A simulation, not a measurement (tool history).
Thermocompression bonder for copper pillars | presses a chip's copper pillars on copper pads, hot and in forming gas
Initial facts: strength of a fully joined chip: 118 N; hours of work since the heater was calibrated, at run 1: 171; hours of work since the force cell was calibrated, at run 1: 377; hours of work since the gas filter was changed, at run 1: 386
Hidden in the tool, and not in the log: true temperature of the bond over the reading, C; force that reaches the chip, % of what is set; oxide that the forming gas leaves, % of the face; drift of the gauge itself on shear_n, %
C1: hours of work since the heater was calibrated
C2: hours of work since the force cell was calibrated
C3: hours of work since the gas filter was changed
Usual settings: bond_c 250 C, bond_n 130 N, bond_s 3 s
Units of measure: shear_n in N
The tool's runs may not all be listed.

{"run": 1, "day": 0.0, "bond_c": 250, "bond_n": 130, "bond_s": 3, "C1": 171, "C2": 377, "C3": 386, "shear_n": 67.7}
{"run": 2, "day": 0.404, "bond_c": 250, "bond_n": 130, "bond_s": 3, "C1": 177, "C2": 383, "C3": 393, "shear_n": 66.7}
{"run": 3, "day": 0.838, "bond_c": 250, "bond_n": 130, "bond_s": 3, "C1": 184, "C2": 390, "C3": 399, "shear_n": 67.0}
{"run": 4, "day": 1.242, "bond_c": 250, "bond_n": 83, "bond_s": 3, "C1": 190, "C2": 396, "C3": 406, "shear_n": 43.0}
{"day": 1.358, "done": "forming gas filter changed"}
{"run": 5, "day": 1.575, "bond_c": 250, "bond_n": 130, "bond_s": 3, "C1": 195, "C2": 401, "C3": 3, "shear_n": 68.2}
{"run": 6, "day": 2.012, "bond_c": 250, "bond_n": 130, "bond_s": 3, "C1": 202, "C2": 408, "C3": 10, "shear_n": 65.2}
{"run": 7, "day": 2.375, "bond_c": 250, "bond_n": 130, "bond_s": 3, "C1": 208, "C2": 414, "C3": 16, "shear_n": 67.8}
{"run": 8, "day": 2.804, "bond_c": 248, "bond_n": 130, "bond_s": 3, "C1": 214, "C2": 420, "C3": 22, "shear_n": 66.6}
{"run": 9, "day": 3.038, "bond_c": 274, "bond_n": 130, "bond_s": 3, "C1": 218, "C2": 424, "C3": 26, "shear_n": 84.1}
{"run": 10, "day": 3.45, "bond_c": 232, "bond_n": 130, "bond_s": 3, "C1": 224, "C2": 430, "C3": 33, "shear_n": 55.2}
{"run": 11, "day": 3.833, "bond_c": 232, "bond_n": 130, "bond_s": 3, "C1": 230, "C2": 436, "C3": 38, "shear_n": 54.1}
{"run": 12, "day": 4.054, "bond_c": 232, "bond_n": 130, "bond_s": 3, "C1": 234, "C2": 440, "C3": 42, "shear_n": 54.9}
{"run": 13, "day": 4.375, "bond_c": 232, "bond_n": 130, "bond_s": 3, "C1": 239, "C2": 445, "C3": 47, "shear_n": 54.9}
{"run": 14, "day": 4.754, "bond_c": 232, "bond_n": 130, "bond_s": 3, "C1": 245, "C2": 451, "C3": 53, "shear_n": 55.7}
{"run": 15, "day": 5.033, "bond_c": 232, "bond_n": 130, "bond_s": 3, "C1": 249, "C2": 455, "C3": 57, "shear_n": 55.2}
{"run": 16, "day": 5.317, "bond_c": 232, "bond_n": 130, "bond_s": 3, "C1": 254, "C2": 459, "C3": 62, "shear_n": 55.7}
{"run": 17, "day": 5.675, "bond_c": 249, "bond_n": 130, "bond_s": 3, "C1": 259, "C2": 465, "C3": 67, "shear_n": 66.0}
{"run": 18, "day": 5.967, "bond_c": 249, "bond_n": 130, "bond_s": 3, "C1": 264, "C2": 470, "C3": 72, "shear_n": 66.9}
{"run": 19, "day": 6.229, "bond_c": 223, "bond_n": 105, "bond_s": 3, "C1": 268, "C2": 474, "C3": 76, "shear_n": 39.4}
{"run": 20, "day": 6.571, "bond_c": 258, "bond_n": 85, "bond_s": 5, "C1": 273, "C2": 479, "C3": 81, "shear_n": 60.5}
{"run": 21, "day": 6.996, "bond_c": 279, "bond_n": 185, "bond_s": 3, "C1": 280, "C2": 486, "C3": 88, "shear_n": 101.8}
{"run": 22, "day": 7.242, "bond_c": 250, "bond_n": 129, "bond_s": 3, "C1": 283, "C2": 489, "C3": 91, "shear_n": 67.1}
{"run": 23, "day": 7.571, "bond_c": 232, "bond_n": 122, "bond_s": 7, "C1": 289, "C2": 494, "C3": 97, "shear_n": 69.6}
{"run": 24, "day": 7.908, "bond_c": 250, "bond_n": 130, "bond_s": 5, "C1": 294, "C2": 500, "C3": 102, "shear_n": 77.9}
{"run": 25, "day": 8.246, "bond_c": 250, "bond_n": 130, "bond_s": 4, "C1": 299, "C2": 505, "C3": 107, "shear_n": 74.1}
{"run": 26, "day": 8.433, "bond_c": 223, "bond_n": 130, "bond_s": 2, "C1": 302, "C2": 508, "C3": 110, "shear_n": 42.2}
{"run": 27, "day": 8.733, "bond_c": 250, "bond_n": 183, "bond_s": 7, "C1": 307, "C2": 513, "C3": 115, "shear_n": 102.3}
{"run": 28, "day": 8.962, "bond_c": 250, "bond_n": 183, "bond_s": 7, "C1": 310, "C2": 516, "C3": 118, "shear_n": 103.5}
{"run": 29, "day": 9.346, "bond_c": 250, "bond_n": 182, "bond_s": 6, "C1": 316, "C2": 522, "C3": 124, "shear_n": 99.2}
{"run": 30, "day": 9.65, "bond_c": 274, "bond_n": 160, "bond_s": 2, "C1": 321, "C2": 527, "C3": 129, "shear_n": 85.7}
{"run": 31, "day": 9.983, "bond_c": 242, "bond_n": 157, "bond_s": 7, "C1": 326, "C2": 532, "C3": 134, "shear_n": 90.4}
{"run": 32, "day": 10.3, "bond_c": 242, "bond_n": 157, "bond_s": 7, "C1": 331, "C2": 537, "C3": 139, "shear_n": 92.7}
{"run": 33, "day": 10.583, "bond_c": 250, "bond_n": 87, "bond_s": 4, "C1": 335, "C2": 541, "C3": 143, "shear_n": 51.8}
{"run": 34, "day": 10.808, "bond_c": 250, "bond_n": 87, "bond_s": 4, "C1": 339, "C2": 545, "C3": 147, "shear_n": 52.1}

Take each entry between the runs: how does the hidden state at the last listed run before it differ from the hidden state at the first listed run after it?
In the gap between runs 4 and 5: forming gas filter changed (day 1.358)
  oxide that the forming gas leaves, % of the face: 1.45 -> 0.51
